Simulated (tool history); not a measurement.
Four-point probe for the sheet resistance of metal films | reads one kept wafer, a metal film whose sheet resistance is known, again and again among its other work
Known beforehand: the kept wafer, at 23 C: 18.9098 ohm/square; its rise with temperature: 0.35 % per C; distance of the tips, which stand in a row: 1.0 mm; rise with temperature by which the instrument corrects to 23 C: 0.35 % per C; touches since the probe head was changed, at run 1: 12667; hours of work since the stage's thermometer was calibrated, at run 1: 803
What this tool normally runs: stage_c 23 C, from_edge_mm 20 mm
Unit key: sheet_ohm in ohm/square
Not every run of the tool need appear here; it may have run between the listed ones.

| run | day | stage_c | from_edge_mm | touches since the probe head was changed | hours of work since the stage's thermometer was calibrated | sheet_ohm |
|---|---|---|---|---|---|---|
| 1 | 0 | 23 | 20 | 12667 | 803 | 18.950681 |
| 2 | 0.629 | 23 | 20 | 13026 | 812 | 18.945231 |
| 3 | 1.233 | 23 | 20 | 13371 | 821 | 18.943473 |
| 4 | 1.796 | 21 | 20 | 13691 | 829 | 18.952591 |
| 5 | 2.242 | 21 | 20 | 13946 | 836 | 18.952105 |
| 6 | 2.742 | 21 | 20 | 14230 | 843 | 18.949118 |
| 7 | 3.275 | 21 | 20 | 14536 | 851 | 18.946551 |
| 8 | 3.717 | 23 | 9 | 14787 | 858 | 19.042886 |
| 9 | 4.396 | 23 | 9 | 15174 | 868 | 19.047302 |
| 10 | 5.067 | 24 | 20 | 15559 | 877 | 18.954466 |
| 11 | 5.458 | 23 | 71 | 15782 | 883 | 18.920567 |
| 12 | 6.129 | 25 | 3 | 16164 | 893 | 19.981632 |
| 13 | 6.65 | 25 | 3 | 16461 | 901 | 19.98081 |
| 14 | 7.192 | 28 | 5 | 16772 | 909 | 19.31571 |
| 15 | 7.625 | 23 | 10 | 17018 | 915 | 19.012767 |
| 16 | 8.238 | 23 | 10 | 17368 | 924 | 19.015059 |
| 17 | 9.021 | 23 | 10 | 17815 | 936 | 19.010238 |
| 18 | 9.588 | 18 | 48 | 18138 | 944 | 18.91745 |
| 19 | 10.225 | 18 | 48 | 18501 | 953 | 18.913988 |
| 20 | 10.929 | 33 | 6 | 18905 | 964 | 19.189578 |

Predict the results of run 21:
| 21 | 11.383 | 21 | 22 | 19163 | 970 | ? |

Run 21 came out at sheet_ohm 18.929776 ohm/square.
If the tool had no hidden condition, the same run with the same run-to-run variation would have returned sheet_ohm 18.930058 ohm/square.

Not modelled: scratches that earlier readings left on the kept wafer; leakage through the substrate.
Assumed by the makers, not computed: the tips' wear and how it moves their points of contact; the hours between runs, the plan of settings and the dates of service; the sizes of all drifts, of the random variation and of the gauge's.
